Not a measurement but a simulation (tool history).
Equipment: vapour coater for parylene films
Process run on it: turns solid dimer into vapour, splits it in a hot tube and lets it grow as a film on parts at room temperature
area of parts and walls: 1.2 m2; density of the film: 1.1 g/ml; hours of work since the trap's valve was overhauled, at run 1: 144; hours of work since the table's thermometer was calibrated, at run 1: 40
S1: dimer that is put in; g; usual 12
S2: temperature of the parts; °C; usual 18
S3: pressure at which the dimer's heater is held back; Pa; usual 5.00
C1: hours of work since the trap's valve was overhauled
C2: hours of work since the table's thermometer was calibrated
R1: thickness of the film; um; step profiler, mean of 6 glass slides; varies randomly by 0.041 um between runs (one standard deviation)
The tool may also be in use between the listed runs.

run    hour  S1  S2    S3   C1   C2    R1
  1     0.0  12  18  5.00  144   40  4.45
  2    46.1  12  18  5.00  165   61  4.38
  3    88.9  12  18  5.00  184   80  4.40
  4   145.9  12  18  5.45  209  105  4.34
  5   189.6  12  18  5.45  229  125  4.36
  6   223.2  12  18  5.45  243  140  4.43
  7   278.7  12  18  5.45  268  164  4.43
  8   309.2  12  18  5.45  282  178  4.40
  9   368.6  12  18  5.45  308  204  4.37
 10   427.6  12  18  5.00  334  230  4.45
 11   469.1  12  18  5.00  353  249  4.45
 12   498.2   8  18  5.00  366  262  3.01
 13   549.8  18  25  9.83  389  285  4.93
      575.7  -- trap's valve overhauled
 14   610.7   7  11  8.87   16  310  2.82
 15   651.8   7  11  8.87   34  328  2.91
 16   703.6   7  11  8.91   57  351  2.89
 17   749.1   7  21  8.91   77  371  2.21
 18   777.9   7  21  8.91   90  384  2.16
 19   832.5   7  21  8.91  114  408  2.20
 20   889.1  16  21  5.00  139  434  5.51
 21   941.0  16  21  5.00  162  457  5.51
 22   994.5  16  21  5.00  186  480  5.47
 23  1027.8   8  18  4.96  201  495  2.96

Hidden condition of the tool, last listed run before each entry between runs versus first listed run after:
From run 13 to run 14: trap's valve overhauled (hour 575.7)
  vapour lost through the trap's worn valve, %: 0.8 -> 0.1
